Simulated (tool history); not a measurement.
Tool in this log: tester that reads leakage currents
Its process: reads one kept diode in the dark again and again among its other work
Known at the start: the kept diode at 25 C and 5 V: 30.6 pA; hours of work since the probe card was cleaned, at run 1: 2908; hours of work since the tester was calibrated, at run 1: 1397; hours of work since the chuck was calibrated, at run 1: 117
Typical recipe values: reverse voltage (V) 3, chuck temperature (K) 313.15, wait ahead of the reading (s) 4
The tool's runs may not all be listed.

run     day  reverse voltage (V)  chuck temperature (K)  wait ahead of the reading (s)  hours of work since the probe card was cleaned  hours of work since the tester was calibrated  hours of work since the chuck was calibrated  current that the tester gives (pA)
  1       0                    3                 313.15                              4                                            2908                                           1397                                           117                               80.03
  2   2.471                 9.05                 313.15                              4                                            2947                                           1436                                           156                              131.77
  3   4.958                 9.05                 313.15                              4                                            2987                                           1476                                           196                              131.78
      5.312  -- probe card cleaned and baked
  4   7.321                 9.05                 313.15                              4                                              32                                           1512                                           232                              131.76
  5   8.942                 9.05                 313.15                              4                                              58                                           1538                                           258                              131.99
  6  10.654                    3                 313.15                              4                                              85                                           1565                                           285                               79.94
  7   13.05                    3                 313.15                              4                                             124                                           1603                                           323                               80.11
  8  15.517                    3                 313.15                              4                                             163                                           1643                                           363                               80.31
  9  16.908                    3                 313.15                              4                                             185                                           1665                                           385                               80.08
 10  19.417                    3                 313.15                              4                                             225                                           1705                                           425                               80.16
 11  21.767                    3                 313.15                              4                                             263                                           1742                                           463                               79.75
 12  23.654                    3                 313.15                              4                                             293                                           1773                                           493                               80.14
 13  26.479                    3                 313.15                              4                                             338                                           1818                                           538                               80.22
 14  28.471                 3.18                 326.15                           3.37                                             370                                           1849                                           570                              210.83
 15  30.788                 3.18                 326.15                           3.37                                             407                                           1886                                           607                              210.57
 16  33.238                 3.18                 326.15                           3.37                                             446                                           1926                                           646                              210.56
 17  34.579                  7.5                 299.15                           5.85                                             467                                           1947                                           667                               40.52
 18  36.433                  5.4                 299.15                           0.55                                             497                                           1977                                           697                               37.22
 19  38.271                  5.4                 299.15                           0.55                                             526                                           2006                                           726                               37.26
 20  40.517                13.27                 326.15                           1.72                                             562                                           2042                                           762                              402.28
 21  42.321                13.27                 326.15                           1.72                                             591                                           2071                                           791                              401.45
 22  44.196                13.27                 326.15                           1.72                                             621                                           2101                                           821                              401.78
 23  46.671                 4.01                 299.15                            8.8                                             660                                           2140                                           860                               30.21
 24  49.879                 6.55                 326.15                           5.98                                             712                                           2191                                           911                              291.05

Branching from run 24: 5 alternative next runs. What would each branch give?
  A  51.983                10.67                 293.15                            4.2                                             745                                           2225                                           945                                   ?
  B  51.983                 6.55                 308.15                           5.98                                             745                                           2225                                           945                                   ?
  C  51.983                 9.75                 326.15                           5.98                                             745                                           2225                                           945                                   ?
  D  51.983                17.35                 302.15                           1.49                                             745                                           2225                                           945                                   ?
  E  51.983                18.44                 308.15                           2.54                                             745                                           2225                                           945                                   ?

run  current that the tester gives (pA)
  A                               28.97
  B                               77.78
  C                              349.51
  D                               77.86
  E                              125.14
With the hidden condition removed and each run's random variation left untouched, the same runs would have given:
run  current that the tester gives (pA)
  A                               28.98
  B                               77.87
  C                              349.92
  D                               77.91
  E                              125.25
